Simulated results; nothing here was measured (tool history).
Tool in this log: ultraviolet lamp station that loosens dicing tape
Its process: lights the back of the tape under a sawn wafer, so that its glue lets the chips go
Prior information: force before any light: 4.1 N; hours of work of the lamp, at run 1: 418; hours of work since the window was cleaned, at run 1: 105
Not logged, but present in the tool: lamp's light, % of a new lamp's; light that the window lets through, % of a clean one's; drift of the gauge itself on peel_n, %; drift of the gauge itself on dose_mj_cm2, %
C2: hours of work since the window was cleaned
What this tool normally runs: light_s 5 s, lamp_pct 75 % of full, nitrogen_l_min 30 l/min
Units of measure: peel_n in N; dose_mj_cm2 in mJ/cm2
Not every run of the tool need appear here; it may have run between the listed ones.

Run 1, hour 0.0: usual settings; hours of work of the lamp 418; C2 105. Result: peel_n 0.647 N, dose_mj_cm2 323 mJ/cm2.
Run 2, hour 42.5: usual settings; hours of work of the lamp 445; C2 132. Result: peel_n 0.670 N, dose_mj_cm2 316 mJ/cm2.
Run 3, hour 72.1: usual settings but nitrogen_l_min 11 l/min; hours of work of the lamp 464; C2 151. Result: peel_n 0.999 N, dose_mj_cm2 315 mJ/cm2.
Run 4, hour 117.6: usual settings but nitrogen_l_min 11 l/min; hours of work of the lamp 493; C2 180. Result: peel_n 0.976 N, dose_mj_cm2 318 mJ/cm2.
Run 5, hour 147.2: usual settings but nitrogen_l_min 11 l/min; hours of work of the lamp 512; C2 199. Result: peel_n 1.034 N, dose_mj_cm2 312 mJ/cm2.
Run 6, hour 194.3: usual settings but lamp_pct 60 % of full, nitrogen_l_min 11 l/min; hours of work of the lamp 542; C2 229. Result: peel_n 1.327 N, dose_mj_cm2 248 mJ/cm2.
Run 7, hour 239.1: usual settings but lamp_pct 60 % of full, nitrogen_l_min 11 l/min; hours of work of the lamp 571; C2 258. Result: peel_n 1.337 N, dose_mj_cm2 241 mJ/cm2.
Run 8, hour 280.2: usual settings but lamp_pct 60 % of full, nitrogen_l_min 11 l/min; hours of work of the lamp 597; C2 284. Result: peel_n 1.438 N, dose_mj_cm2 235 mJ/cm2.
Run 9, hour 303.7: usual settings but lamp_pct 60 % of full, nitrogen_l_min 11 l/min; hours of work of the lamp 613; C2 300. Result: peel_n 1.403 N, dose_mj_cm2 236 mJ/cm2.
Run 10, hour 344.4: usual settings but lamp_pct 60 % of full, nitrogen_l_min 11 l/min; hours of work of the lamp 639; C2 326. Result: peel_n 1.431 N, dose_mj_cm2 235 mJ/cm2.
Run 11, hour 377.9: usual settings but lamp_pct 60 % of full, nitrogen_l_min 11 l/min; hours of work of the lamp 660; C2 347. Result: peel_n 1.481 N, dose_mj_cm2 231 mJ/cm2.
Run 12, hour 410.7: usual settings but light_s 7 s; hours of work of the lamp 681; C2 368. Result: peel_n 0.464 N, dose_mj_cm2 400 mJ/cm2.
Run 13, hour 443.9: usual settings but light_s 3 s; hours of work of the lamp 702; C2 390. Result: peel_n 1.476 N, dose_mj_cm2 171 mJ/cm2.
At hour 463.6: window cleaned of glue's vapour.
Run 14, hour 484.8: usual settings but light_s 9 s, lamp_pct 83 % of full, nitrogen_l_min 9 l/min; hours of work of the lamp 728; C2 14. Result: peel_n 0.398 N, dose_mj_cm2 614 mJ/cm2.
Run 15, hour 515.4: usual settings but light_s 9 s, lamp_pct 83 % of full, nitrogen_l_min 9 l/min; hours of work of the lamp 748; C2 33. Result: peel_n 0.427 N, dose_mj_cm2 615 mJ/cm2.
Run 16, hour 545.8: usual settings but light_s 9 s, lamp_pct 83 % of full, nitrogen_l_min 9 l/min; hours of work of the lamp 768; C2 53. Result: peel_n 0.420 N, dose_mj_cm2 605 mJ/cm2.
Run 17, hour 580.5: usual settings but nitrogen_l_min 24 l/min; hours of work of the lamp 790; C2 75. Result: peel_n 0.795 N, dose_mj_cm2 306 mJ/cm2.
Run 18, hour 606.7: usual settings but lamp_pct 80 % of full, nitrogen_l_min 34 l/min; hours of work of the lamp 807; C2 92. Result: peel_n 0.644 N, dose_mj_cm2 318 mJ/cm2.
Run 19, hour 633.4: usual settings but lamp_pct 80 % of full, nitrogen_l_min 34 l/min; hours of work of the lamp 824; C2 109. Result: peel_n 0.624 N, dose_mj_cm2 314 mJ/cm2.
Run 20, hour 679.4: usual settings but light_s 3 s, lamp_pct 81 % of full, nitrogen_l_min 15 l/min; hours of work of the lamp 853; C2 139. Result: peel_n 1.653 N, dose_mj_cm2 186 mJ/cm2.
Run 21, hour 719.1: usual settings but light_s 6 s, lamp_pct 68 % of full, nitrogen_l_min 47 l/min; hours of work of the lamp 879; C2 164. Result: peel_n 0.565 N, dose_mj_cm2 309 mJ/cm2.
Run 22, hour 754.3: usual settings but light_s 6 s, lamp_pct 68 % of full, nitrogen_l_min 47 l/min; hours of work of the lamp 901; C2 187. Result: peel_n 0.601 N, dose_mj_cm2 305 mJ/cm2.
Run 23, hour 779.3: usual settings but lamp_pct 90 % of full, nitrogen_l_min 54 l/min; hours of work of the lamp 917; C2 203. Result: peel_n 0.491 N, dose_mj_cm2 340 mJ/cm2.
Run 24, hour 826.2: usual settings but nitrogen_l_min 18 l/min; hours of work of the lamp 948; C2 233. Result: peel_n 0.987 N, dose_mj_cm2 274 mJ/cm2.

A few steps of peel_n between consecutive runs. Split each: what settings, incoming material and random variation would produce without the hidden state, and what is left over for the hidden state, along with gauge scatter present in only one of the two compared results (measured, and without hidden state):
Run 12 -> 13: light_s 7 -> 3. peel_n +1.012 N: hidden state +0.249, all else +0.763.
Run 13 -> 14: light_s 3 -> 9, lamp_pct 75 -> 83, nitrogen_l_min 30 -> 9, window cleaned of glue's vapour. peel_n -1.078 N: hidden state -0.301, all else -0.777.
Run 20 -> 21: light_s 3 -> 6, lamp_pct 81 -> 68, nitrogen_l_min 15 -> 47. peel_n -1.088 N: hidden state -0.187, all else -0.901.
